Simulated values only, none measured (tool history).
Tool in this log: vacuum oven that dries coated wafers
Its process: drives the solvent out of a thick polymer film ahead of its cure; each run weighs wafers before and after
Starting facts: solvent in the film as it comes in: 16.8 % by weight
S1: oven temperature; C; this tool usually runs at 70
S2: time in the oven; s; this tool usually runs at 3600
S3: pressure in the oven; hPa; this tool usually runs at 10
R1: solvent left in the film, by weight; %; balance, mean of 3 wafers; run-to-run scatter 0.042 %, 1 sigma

run    hour  S1    S2    S3    R1
  1       0  70  3600    10  1.33
  2      33  70  3600    10  1.31
  3    94.3  70  3600    10  1.34
  4   148.7  70  3600    10  1.27
  5   191.7  70  3600    10  1.34
  6     230  70  3600    10   1.3
  7   285.9  70  3600    10  1.34
  8   341.8  70  3600    10  1.43
  9   373.9  70  3600    10  1.37
 10   399.7  70  3600    10  1.34
 11   450.9  70  3600    10  1.34
 12   478.7  70  3600    10  1.28
 13   513.1  70  3600    10  1.31
 14   559.1  70  3600    10  1.35
 15   590.5  70  3600    10  1.26
 16   639.2  70  3600    10  1.39
 17   681.8  70  3600    10  1.25
 18   737.2  70  3600    10  1.28
 19   784.9  70  3600    10  1.31
 20   836.8  70  3600    10  1.25
 21   887.4  70  3600    10   1.3
 22   935.5  70  3600    10  1.29
 23     969  70  3600    10  1.36
 24  1018.5  70  4920    10   1.2
 25  1057.8  70  4920    10  1.15
 26  1107.4  62  2820    30  5.72
 27  1165.6  60  4200   9.2  2.93
 28  1199.1  60  4200   9.2   2.9
 29  1250.1  60  2040   9.2  5.87
 30  1300.8  76  3600  17.8  1.51
 31  1356.7  76  3600  17.8  1.44
 32  1391.2  61  2040    10  5.62
 33  1432.9  59  3600  33.1  6.07
 34  1486.1  59  3600  33.1  6.03
 35  1513.4  59  3720  33.1  5.79
 36  1557.6  59  3720  33.1  5.94
 37  1617.3  59  3720  33.1  5.84
 38  1647.8  82  2040   9.3  1.31
 39  1687.7  60  4320    10  2.87
 40  1728.6  62  2040  35.7  7.19
 41  1783.7  69  4980  26.8  2.46
 42  1831.2  58  3600    10     4
 43  1868.3  58  3600    10  3.96
 44  1914.4  58  3600    10  3.86
 45  1946.6  70  3120  17.2  2.41
 46  1992.9  70  3120     5  1.58

The log once held 1 entry between its listed runs, left out of this copy. Where does each go, and what is different about the tool's unlogged condition between the listed run before it and the listed run after it?
Run 23 -> run 24: oven's thermocouples calibrated (hour 1014.4)
  true wafer temperature over the reading, C: 3.13 -> 0.3; true pressure over the reading, kPa: 0.269 -> 0.277
  measured minus no-state result, R1: -0.19 -> +0.18 %

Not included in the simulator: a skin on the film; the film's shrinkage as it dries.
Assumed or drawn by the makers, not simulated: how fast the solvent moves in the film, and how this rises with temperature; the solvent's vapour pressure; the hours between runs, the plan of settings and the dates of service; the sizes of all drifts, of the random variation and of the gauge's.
